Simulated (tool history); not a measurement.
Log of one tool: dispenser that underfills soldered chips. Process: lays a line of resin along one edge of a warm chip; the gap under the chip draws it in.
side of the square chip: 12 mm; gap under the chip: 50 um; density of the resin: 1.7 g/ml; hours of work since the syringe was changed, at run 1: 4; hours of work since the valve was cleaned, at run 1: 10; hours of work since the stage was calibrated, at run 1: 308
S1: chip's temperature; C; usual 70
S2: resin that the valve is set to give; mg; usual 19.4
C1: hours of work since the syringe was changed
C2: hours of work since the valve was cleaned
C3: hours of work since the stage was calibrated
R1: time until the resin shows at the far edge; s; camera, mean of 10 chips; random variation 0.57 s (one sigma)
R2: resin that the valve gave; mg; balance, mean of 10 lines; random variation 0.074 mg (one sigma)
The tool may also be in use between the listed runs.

run,hour,S1,S2,C1,C2,C3,R1,R2
1,0,70,19.4,4,10,308,73.9,19.32
# hour 5: new syringe of resin
2,5.3,70,19.4,0,14,312,53.1,19.12
3,11.8,70,19.4,5,19,317,85.1,19.16
# hour 15.3: new syringe of resin
4,16.7,70,19.4,1,22,321,57.5,19.09
# hour 25.4: new syringe of resin
5,25.4,70,19.4,0,29,328,54.1,19.09
6,34,71,19.4,7,36,335,94.5,18.87
# hour 36: new syringe of resin
7,43.7,71,19.4,6,43,342,86.7,18.77
# hour 46.4: new syringe of resin
8,48.3,71,19.4,1,47,345,57.4,18.85
# hour 56.3: new syringe of resin
9,57.9,70,19.4,1,54,353,59.6,18.7
# hour 63.7: dispensing valve cleaned and set on the balance
10,66.8,80,19.4,7,2,359,64.7,19.5
# hour 68: new syringe of resin
11,73.4,70,22.6,4,7,364,76.8,22.41
# hour 78: new syringe of resin
12,79.3,70,22.6,1,12,368,58,22.48
13,83.7,70,23.8,4,15,372,78,23.39
# hour 88: new syringe of resin
14,88,70,23.8,0,18,375,53.4,23.53
15,96.4,70,23.8,7,25,382,95.5,23.48
# hour 98.2: new syringe of resin
16,104.1,70,23.8,5,31,387,81.4,23.36
# hour 108.6: new syringe of resin
17,109.2,57,19.4,1,35,391,109.6,18.93
18,114.9,67,19.7,5,39,396,98.3,19.34
# hour 118.8: new syringe of resin
19,122.3,61,17.7,3,45,401,111.5,17.19
# hour 129.1: new syringe of resin
20,129.8,84,18,1,51,407,30.2,17.48
# hour 139.6: dispensing valve cleaned and set on the balance
# hour 140.5: new syringe of resin
21,140.6,59,20.7,0,1,415,94.3,20.72
22,149,76,24.8,7,7,421,71,24.66
# hour 150.7: new syringe of resin
23,156.8,60,19.4,5,13,427,138.7,19.37
# hour 160.8: new syringe of resin
24,165,56,21.1,3,19,433,154.8,20.93
25,169,56,21.1,6,23,437,203.9,20.89
# hour 170.7: new syringe of resin
26,176.5,84,17.5,5,28,442,42.7,17.26
# hour 180.6: new syringe of resin
27,181.2,77,25.1,1,32,446,40.1,24.56
28,188.8,67,19,6,38,452,111.8,18.62
# hour 190.9: new syringe of resin
29,195.4,60,22.7,4,43,457,122.5,22.13
# hour 200.8: new syringe of resin
30,201,70,17.4,0,47,461,57,17.1
31,207.2,61,20.4,5,52,466,133.6,19.61
# hour 211: new syringe of resin
32,212,61,20.4,1,55,469,91.7,19.7
# hour 215.6: dispensing valve cleaned and set on the balance
33,217,68,17.7,4,1,472,85.4,17.69
# hour 222.2: new syringe of resin
34,224.4,58,19.1,2,7,478,118.1,19.03

How the hidden state differs across the entries between the runs, from the last listed run before each to the first after it:
Between runs 1 and 2: new syringe of resin (hour 5)
  resin's viscosity, % of fresh resin's: 142.3 -> 101.5; dose that the valve gives, % of what is set: 99.2 -> 98.94; true chip temperature over the reading, C: -1.62 -> -1.64
  measured less the result without the state, R1: +26 -> +4.8 s; R2: -0.15 -> -0.21 mg
Between runs 3 and 4: new syringe of resin (hour 15.3)
  resin's viscosity, % of fresh resin's: 159.7 -> 110.6; dose that the valve gives, % of what is set: 98.6 -> 98.38; true chip temperature over the reading, C: -1.66 -> -1.67
  measured less the result without the state, R1: +36 -> +9.6 s; R2: -0.27 -> -0.32 mg
Between runs 4 and 5: new syringe of resin (hour 25.4)
  resin's viscosity, % of fresh resin's: 110.6 -> 100.6; dose that the valve gives, % of what is set: 98.38 -> 97.95; true chip temperature over the reading, C: -1.67 -> -1.71
  measured less the result without the state, R1: +9.6 -> +4.7 s; R2: -0.32 -> -0.39 mg
Between runs 6 and 7: new syringe of resin (hour 36)
  resin's viscosity, % of fresh resin's: 184.3 -> 170.8; dose that the valve gives, % of what is set: 97.5 -> 97.06; true chip temperature over the reading, C: -1.74 -> -1.78
  measured less the result without the state, R1: +47.7 -> +40.3 s; R2: -0.49 -> -0.57 mg
Between runs 7 and 8: new syringe of resin (hour 46.4)
  resin's viscosity, % of fresh resin's: 170.8 -> 114.1; dose that the valve gives, % of what is set: 97.06 -> 96.86; true chip temperature over the reading, C: -1.78 -> -1.79
  measured less the result without the state, R1: +40.3 -> +11.4 s; R2: -0.57 -> -0.61 mg
Between runs 8 and 9: new syringe of resin (hour 56.3)
  resin's viscosity, % of fresh resin's: 114.1 -> 112.9; dose that the valve gives, % of what is set: 96.86 -> 96.38; true chip temperature over the reading, C: -1.79 -> -1.83
  measured less the result without the state, R1: +11.4 -> +11.5 s; R2: -0.61 -> -0.7 mg
Between runs 9 and 10: dispensing valve cleaned and set on the balance (hour 63.7)
  resin's viscosity, % of fresh resin's: 112.9 -> 196.2; dose that the valve gives, % of what is set: 96.38 -> 99.93; true chip temperature over the reading, C: -1.83 -> -1.86
  measured less the result without the state, R1: +11.5 -> +34.5 s; R2: -0.7 -> -0.01 mg
Between runs 10 and 11: new syringe of resin (hour 68)
  resin's viscosity, % of fresh resin's: 196.2 -> 147.3; dose that the valve gives, % of what is set: 99.93 -> 99.6; true chip temperature over the reading, C: -1.86 -> -1.88
  measured less the result without the state, R1: +34.5 -> +29.2 s; R2: -0.01 -> -0.09 mg
Between runs 11 and 12: new syringe of resin (hour 78)
  resin's viscosity, % of fresh resin's: 147.3 -> 110; dose that the valve gives, % of what is set: 99.6 -> 99.33; true chip temperature over the reading, C: -1.88 -> -1.9
  measured less the result without the state, R1: +29.2 -> +10 s; R2: -0.09 -> -0.15 mg
Between runs 13 and 14: new syringe of resin (hour 88)
  resin's viscosity, % of fresh resin's: 149.5 -> 100.1; dose that the valve gives, % of what is set: 99.09 -> 98.85; true chip temperature over the reading, C: -1.92 -> -1.93
  measured less the result without the state, R1: +30.5 -> +4.9 s; R2: -0.21 -> -0.27 mg
Between runs 15 and 16: new syringe of resin (hour 98.2)
  resin's viscosity, % of fresh resin's: 180.9 -> 154.3; dose that the valve gives, % of what is set: 98.45 -> 98.13; true chip temperature over the reading, C: -1.96 -> -1.99
  measured less the result without the state, R1: +47.6 -> +33.5 s; R2: -0.36 -> -0.45 mg
Between runs 16 and 17: new syringe of resin (hour 108.6)
  resin's viscosity, % of fresh resin's: 154.3 -> 105.1; dose that the valve gives, % of what is set: 98.13 -> 97.88; true chip temperature over the reading, C: -1.99 -> -2.01
  measured less the result without the state, R1: +33.5 -> +16 s; R2: -0.45 -> -0.41 mg
Between runs 18 and 19: new syringe of resin (hour 118.8)
  resin's viscosity, % of fresh resin's: 156.8 -> 128.2; dose that the valve gives, % of what is set: 97.62 -> 97.25; true chip temperature over the reading, C: -2.03 -> -2.05
  measured less the result without the state, R1: +41.7 -> +33.8 s; R2: -0.47 -> -0.49 mg
Between runs 19 and 20: new syringe of resin (hour 129.1)
  resin's viscosity, % of fresh resin's: 128.2 -> 104.5; dose that the valve gives, % of what is set: 97.25 -> 96.89; true chip temperature over the reading, C: -2.05 -> -2.08
  measured less the result without the state, R1: +33.8 -> +4 s; R2: -0.49 -> -0.56 mg
Between runs 20 and 21: dispensing valve cleaned and set on the balance (hour 139.6); new syringe of resin (hour 140.5)
  resin's viscosity, % of fresh resin's: 104.5 -> 101.6; dose that the valve gives, % of what is set: 96.89 -> 100.21; true chip temperature over the reading, C: -2.08 -> -2.12
  measured less the result without the state, R1: +4 -> +11.1 s; R2: -0.56 -> +0.04 mg
Between runs 22 and 23: new syringe of resin (hour 150.7)
  resin's viscosity, % of fresh resin's: 182.7 -> 153.6; dose that the valve gives, % of what is set: 99.8 -> 99.46; true chip temperature over the reading, C: -2.15 -> -2.18
  measured less the result without the state, R1: +36 -> +58 s; R2: -0.05 -> -0.11 mg
Between runs 23 and 24: new syringe of resin (hour 160.8)
  resin's viscosity, % of fresh resin's: 153.6 -> 137.3; dose that the valve gives, % of what is set: 99.46 -> 99.08; true chip temperature over the reading, C: -2.18 -> -2.21
  measured less the result without the state, R1: +58 -> +54.6 s; R2: -0.11 -> -0.19 mg
Between runs 25 and 26: new syringe of resin (hour 170.7)
  resin's viscosity, % of fresh resin's: 181.4 -> 150; dose that the valve gives, % of what is set: 98.85 -> 98.49; true chip temperature over the reading, C: -2.22 -> -2.25
  measured less the result without the state, R1: +103.9 -> +17.1 s; R2: -0.24 -> -0.27 mg
Between runs 26 and 27: new syringe of resin (hour 180.6)
  resin's viscosity, % of fresh resin's: 150 -> 104.6; dose that the valve gives, % of what is set: 98.49 -> 98.23; true chip temperature over the reading, C: -2.25 -> -2.27
  measured less the result without the state, R1: +17.1 -> +5.6 s; R2: -0.27 -> -0.44 mg
Between runs 28 and 29: new syringe of resin (hour 190.9)
  resin's viscosity, % of fresh resin's: 177.5 -> 137.8; dose that the valve gives, % of what is set: 97.84 -> 97.49; true chip temperature over the reading, C: -2.3 -> -2.32
  measured less the result without the state, R1: +55.8 -> +43.9 s; R2: -0.41 -> -0.57 mg
Between runs 29 and 30: new syringe of resin (hour 200.8)
  resin's viscosity, % of fresh resin's: 137.8 -> 100.4; dose that the valve gives, % of what is set: 97.49 -> 97.22; true chip temperature over the reading, C: -2.32 -> -2.34
  measured less the result without the state, R1: +43.9 -> +6.7 s; R2: -0.57 -> -0.48 mg
Between runs 31 and 32: new syringe of resin (hour 211)
  resin's viscosity, % of fresh resin's: 155.3 -> 106; dose that the valve gives, % of what is set: 96.93 -> 96.7; true chip temperature over the reading, C: -2.37 -> -2.38
  measured less the result without the state, R1: +57.5 -> +15.4 s; R2: -0.63 -> -0.68 mg
Between runs 32 and 33: dispensing valve cleaned and set on the balance (hour 215.6)
  resin's viscosity, % of fresh resin's: 106 -> 141.1; dose that the valve gives, % of what is set: 96.7 -> 99.8; true chip temperature over the reading, C: -2.38 -> -2.4
  measured less the result without the state, R1: +15.4 -> +31.6 s; R2: -0.68 -> -0.04 mg
Between runs 33 and 34: new syringe of resin (hour 222.2)
  resin's viscosity, % of fresh resin's: 141.1 -> 117.5; dose that the valve gives, % of what is set: 99.8 -> 99.43; true chip temperature over the reading, C: -2.4 -> -2.42
  measured less the result without the state, R1: +31.6 -> +29.6 s; R2: -0.04 -> -0.11 mg

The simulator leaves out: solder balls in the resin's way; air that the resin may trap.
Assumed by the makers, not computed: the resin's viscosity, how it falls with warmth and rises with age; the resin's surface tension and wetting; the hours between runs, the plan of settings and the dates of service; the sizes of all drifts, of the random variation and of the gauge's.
